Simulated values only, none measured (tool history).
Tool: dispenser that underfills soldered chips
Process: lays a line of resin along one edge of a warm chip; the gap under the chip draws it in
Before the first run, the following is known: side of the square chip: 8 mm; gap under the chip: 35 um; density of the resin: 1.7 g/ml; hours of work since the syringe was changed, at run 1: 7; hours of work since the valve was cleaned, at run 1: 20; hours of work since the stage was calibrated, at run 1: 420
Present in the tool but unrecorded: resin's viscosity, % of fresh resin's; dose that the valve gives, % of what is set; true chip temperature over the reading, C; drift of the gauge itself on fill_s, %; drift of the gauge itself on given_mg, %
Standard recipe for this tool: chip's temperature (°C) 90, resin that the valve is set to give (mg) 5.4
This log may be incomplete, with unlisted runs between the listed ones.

| run | day | chip's temperature (°C) | resin that the valve is set to give (mg) | hours of work since the syringe was changed | hours of work since the valve was cleaned | hours of work since the stage was calibrated | time until the resin shows at the far edge (s) | resin that the valve gave (mg) |
|---|---|---|---|---|---|---|---|---|
| 1 | 0 | 90 | 5.4 | 7 | 20 | 420 | 59.2 | 5.31 |
|  | 0.062 | new syringe of resin |
| 2 | 0.508 | 90 | 5.4 | 7 | 28 | 428 | 59.3 | 5.28 |
|  | 0.579 | new syringe of resin |
| 3 | 0.983 | 78 | 5.4 | 7 | 36 | 436 | 90.8 | 5.28 |
|  | 1.079 | new syringe of resin |
| 4 | 1.525 | 78 | 6.99 | 7 | 45 | 445 | 92 | 6.77 |
|  | 1.588 | new syringe of resin |
|  | 2.1 | new syringe of resin |
| 5 | 2.196 | 98 | 5.4 | 2 | 55 | 455 | 30.2 | 5.21 |
|  | 2.617 | new syringe of resin |
| 6 | 2.754 | 90 | 5.4 | 2 | 64 | 464 | 41.4 | 5.08 |
| 7 | 3.042 | 90 | 5.4 | 7 | 69 | 469 | 56.9 | 5.13 |
|  | 3.096 | new syringe of resin |
|  | 3.567 | new syringe of resin |
| 8 | 3.642 | 93 | 5.4 | 1 | 79 | 479 | 35.7 | 5.05 |
|  | 4.054 | new syringe of resin |
| 9 | 4.254 | 93 | 5.4 | 3 | 89 | 489 | 41.1 | 5.09 |
|  | 4.533 | new syringe of resin |
| 10 | 4.617 | 93 | 5.4 | 1 | 94 | 494 | 35.2 | 4.98 |
|  | 5.004 | new syringe of resin |
| 11 | 5.004 | 90 | 7 | 0 | 101 | 500 | 33.9 | 6.45 |
| 12 | 5.371 | 90 | 5.4 | 6 | 107 | 506 | 53.9 | 4.92 |
|  | 5.467 | new syringe of resin |
|  | 5.942 | new syringe of resin |
| 13 | 6.021 | 90 | 5.4 | 1 | 117 | 517 | 39.1 | 4.93 |
|  | 6.412 | new syringe of resin |
| 14 | 6.425 | 90 | 5.4 | 0 | 123 | 523 | 35.9 | 4.87 |
| 15 | 6.825 | 90 | 5.4 | 7 | 130 | 530 | 57.4 | 4.83 |
|  | 6.879 | new syringe of resin |
| 16 | 7.138 | 105 | 5.4 | 4 | 135 | 535 | 28.3 | 4.81 |
|  | 7.354 | new syringe of resin |
|  | 7.512 | dispensing valve cleaned and set on the balance |
| 17 | 7.654 | 90 | 6.34 | 4 | 2 | 543 | 46.9 | 6.36 |
|  | 7.904 | new syringe of resin |
| 18 | 8.042 | 101 | 5.4 | 2 | 9 | 549 | 28 | 5.36 |
|  | 8.412 | new syringe of resin |
| 19 | 8.717 | 95 | 5.62 | 5 | 19 | 560 | 40.2 | 5.67 |
|  | 8.883 | new syringe of resin |
| 20 | 9.279 | 75 | 6.77 | 7 | 29 | 569 | 98.7 | 6.62 |
|  | 9.375 | new syringe of resin |
|  | 9.892 | new syringe of resin |
| 21 | 9.975 | 75 | 6.77 | 1 | 40 | 580 | 66.2 | 6.48 |
|  | 10.404 | new syringe of resin |
| 22 | 10.446 | 75 | 6.77 | 1 | 47 | 587 | 60.6 | 6.5 |
|  | 10.867 | new syringe of resin |
| 23 | 11.133 | 75 | 6.77 | 4 | 58 | 599 | 81.9 | 6.57 |
|  | 11.35 | new syringe of resin |
| 24 | 11.679 | 75 | 6.77 | 5 | 67 | 607 | 87.6 | 6.43 |
|  | 11.842 | new syringe of resin |
| 25 | 12.171 | 102 | 6.78 | 5 | 75 | 615 | 30.8 | 6.32 |
|  | 12.338 | new syringe of resin |
| 26 | 12.533 | 102 | 4.69 | 3 | 81 | 621 | 29.8 | 4.39 |
|  | 12.825 | new syringe of resin |
| 27 | 13.188 | 84 | 6.55 | 6 | 91 | 632 | 63.1 | 6.19 |
|  | 13.304 | new syringe of resin |
| 28 | 13.662 | 99 | 6.11 | 6 | 99 | 639 | 35.9 | 5.65 |
|  | 13.783 | new syringe of resin |
| 29 | 13.988 | 77 | 6.6 | 3 | 104 | 644 | 69.9 | 6.16 |
|  | 14.262 | new syringe of resin |
| 30 | 14.612 | 77 | 6.6 | 6 | 114 | 655 | 82.7 | 6.08 |
|  | 14.729 | new syringe of resin |
|  | 15.192 | new syringe of resin |
| 31 | 15.192 | 101 | 4.69 | 0 | 124 | 664 | 25.5 | 4.2 |
|  | 15.654 | new syringe of resin |
| 32 | 15.829 | 101 | 4.69 | 3 | 134 | 674 | 30.4 | 4.26 |
|  | 16.15 | new syringe of resin |
|  | 16.267 | dispensing valve cleaned and set on the balance |
| 33 | 16.45 | 95 | 5.4 | 4 | 3 | 683 | 36.1 | 5.37 |
|  | 16.65 | new syringe of resin |
| 34 | 17.079 | 95 | 5.4 | 7 | 13 | 694 | 45.3 | 5.4 |

Forecast each of these 3 alternatives for the next run:
|  | 17.146 | new syringe of resin |
| A | 17.392 | 95 | 5.22 | 4 | 18 | 699 | ? | ? |
|  | 17.146 | new syringe of resin |
| B | 17.392 | 94 | 4.62 | 4 | 18 | 699 | ? | ? |
|  | 17.146 | new syringe of resin |
| C | 17.392 | 77 | 6.18 | 4 | 18 | 699 | ? | ? |

| run | time until the resin shows at the far edge (s) | resin that the valve gave (mg) |
|---|---|---|
| A | 36.3 | 5.16 |
| B | 40.6 | 4.53 |
| C | 71.4 | 6.13 |
Without the tool's hidden state the same runs would have given:
| run | time until the resin shows at the far edge (s) | resin that the valve gave (mg) |
|---|---|---|
| A | 32.3 | 5.23 |
| B | 36.2 | 4.59 |
| C | 64.8 | 6.22 |

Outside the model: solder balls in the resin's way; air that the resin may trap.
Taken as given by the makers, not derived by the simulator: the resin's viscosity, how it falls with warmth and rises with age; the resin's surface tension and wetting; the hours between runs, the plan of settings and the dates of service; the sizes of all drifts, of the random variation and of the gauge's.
